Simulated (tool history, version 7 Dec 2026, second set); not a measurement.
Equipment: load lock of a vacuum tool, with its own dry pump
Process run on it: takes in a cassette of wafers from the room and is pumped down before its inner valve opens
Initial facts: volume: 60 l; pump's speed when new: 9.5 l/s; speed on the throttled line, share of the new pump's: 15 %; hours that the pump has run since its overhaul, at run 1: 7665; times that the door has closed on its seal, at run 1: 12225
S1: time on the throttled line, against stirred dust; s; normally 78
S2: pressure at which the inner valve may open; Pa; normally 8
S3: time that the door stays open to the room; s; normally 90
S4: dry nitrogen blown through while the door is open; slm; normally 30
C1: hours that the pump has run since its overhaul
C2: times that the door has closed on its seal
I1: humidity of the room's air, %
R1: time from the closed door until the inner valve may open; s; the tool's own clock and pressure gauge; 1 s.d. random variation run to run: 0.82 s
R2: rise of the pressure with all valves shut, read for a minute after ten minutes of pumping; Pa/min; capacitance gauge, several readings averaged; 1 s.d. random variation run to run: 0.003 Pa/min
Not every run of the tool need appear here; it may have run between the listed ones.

| run | hour | S1 | S2 | S3 | S4 | C1 | C2 | I1 | R1 | R2 |
|---|---|---|---|---|---|---|---|---|---|---|
| 1 | 0 | 78 | 8 | 90 | 30 | 7665 | 12225 | 42.9 | 134.4 | 0.148 |
| 2 | 107.7 | 78 | 8 | 90 | 30 | 7772 | 12632 | 44.5 | 133.9 | 0.154 |
| 3 | 211.3 | 78 | 8 | 90 | 30 | 7876 | 13023 | 47.4 | 134.3 | 0.161 |
| 4 | 358 | 78 | 8 | 90 | 30 | 8023 | 13578 | 45.9 | 132.6 | 0.172 |
| 5 | 539.2 | 78 | 8 | 90 | 30 | 8204 | 14262 | 47.9 | 134.5 | 0.182 |
| 6 | 656 | 78 | 8 | 90 | 30 | 8321 | 14703 | 46.1 | 133.8 | 0.185 |
| 7 | 806.8 | 78 | 8 | 90 | 30 | 8472 | 15273 | 47.4 | 134.6 | 0.199 |
| 8 | 989.3 | 78 | 9 | 90 | 30 | 8654 | 15963 | 43.9 | 132.1 | 0.201 |
| 9 | 1137.4 | 78 | 9 | 90 | 30 | 8802 | 16522 | 45.7 | 134 | 0.218 |
| 10 | 1255.5 | 78 | 9 | 90 | 30 | 8920 | 16968 | 43 | 134.7 | 0.221 |
| 11 | 1392.3 | 78 | 9 | 90 | 30 | 9057 | 17485 | 44.5 | 133.4 | 0.237 |
| 12 | 1566 | 78 | 8 | 90 | 30 | 9231 | 18141 | 45.2 | 136.2 | 0.25 |
| 13 | 1666.8 | 78 | 8 | 90 | 30 | 9332 | 18522 | 45.1 | 135.9 | 0.257 |
| 14 | 1819.8 | 86 | 8 | 90 | 30 | 9485 | 19100 | 47.6 | 141.3 | 0.273 |
| 15 | 1996.5 | 86 | 8 | 90 | 30 | 9661 | 19768 | 49.2 | 142.4 | 0.281 |
| 16 | 2139.2 | 86 | 8 | 90 | 30 | 9804 | 20307 | 47.3 | 142 | 0.296 |
| 17 | 2281.4 | 78 | 8 | 90 | 30 | 9946 | 20844 | 40.3 | 134.3 | 0.299 |
| 18 | 2475.4 | 78 | 8 | 90 | 30 | 10140 | 21577 | 44.7 | 135.6 | 0.321 |
| 19 | 2568 | 48 | 8 | 90 | 8 | 10233 | 21927 | 47.8 | 111.9 | 0.347 |
| 20 | 2737.8 | 89 | 8 | 90 | 30 | 10403 | 22568 | 46.6 | 144.6 | 0.341 |
| 21 | 2889.8 | 78 | 7 | 90 | 31 | 10555 | 23143 | 45.1 | 136.1 | 0.344 |
|  | 3043.5 | door's seal changed, seat wiped |
| 22 | 3066.5 | 140 | 6 | 31 | 23 | 10730 | 87 | 41.8 | 190.8 | 0.024 |
| 23 | 3211.9 | 81 | 8 | 88 | 30 | 10875 | 637 | 44.1 | 138.8 | 0.032 |
| 24 | 3314.7 | 81 | 8 | 88 | 8 | 10978 | 1025 | 48 | 140.2 | 0.054 |
| 25 | 3462.6 | 58 | 10 | 83 | 11 | 11126 | 1584 | 49.7 | 117.8 | 0.052 |
| 26 | 3647.8 | 81 | 8 | 94 | 30 | 11311 | 2283 | 46.6 | 139.9 | 0.039 |
| 27 | 3795.8 | 78 | 8 | 32 | 11 | 11459 | 2843 | 44.9 | 137.3 | 0.049 |
| 28 | 3990.9 | 78 | 8 | 32 | 11 | 11654 | 3580 | 44.6 | 135.6 | 0.048 |
| 29 | 4093.8 | 77 | 8 | 32 | 18 | 11757 | 3968 | 45.1 | 135.9 | 0.054 |
| 30 | 4233.1 | 77 | 8 | 32 | 18 | 11896 | 4495 | 42.6 | 137 | 0.046 |
| 31 | 4371.4 | 70 | 7 | 77 | 30 | 12035 | 5017 | 44.9 | 132.1 | 0.059 |
| 32 | 4566.6 | 70 | 7 | 77 | 30 | 12230 | 5755 | 45.4 | 132.3 | 0.064 |
| 33 | 4659.7 | 70 | 7 | 77 | 30 | 12323 | 6107 | 40.6 | 132.9 | 0.063 |
| 34 | 4772.6 | 77 | 12 | 85 | 14 | 12436 | 6533 | 43.2 | 134.3 | 0.077 |
| 35 | 4916 | 77 | 12 | 196 | 16 | 12579 | 7075 | 47.1 | 134.3 | 0.097 |
|  | 4999.7 | dry pump taken out, an overhauled one fitted |
| 36 | 5018.5 | 99 | 8 | 27 | 30 | 19 | 7439 | 45.3 | 144.7 | 0.073 |

Predict each of these 3 candidate next runs independently; none follows another, all start after run 36:
| A | 5162.8 | 78 | 7 | 90 | 11 | 163 | 7984 | 47.1 | ? | ? |
| B | 5162.8 | 99 | 8 | 27 | 30 | 163 | 7984 | 45.8 | ? | ? |
| C | 5162.8 | 78 | 8 | 32 | 45 | 163 | 7984 | 45.3 | ? | ? |

| run | R1 | R2 |
|---|---|---|
| A | 127 | 0.101 |
| B | 144.3 | 0.076 |
| C | 126.6 | 0.074 |
Without the tool's unlogged condition, the same runs would have read:
| run | R1 | R2 |
|---|---|---|
| A | 127.1 | 0.042 |
| B | 144.5 | 0.018 |
| C | 126.7 | 0.016 |
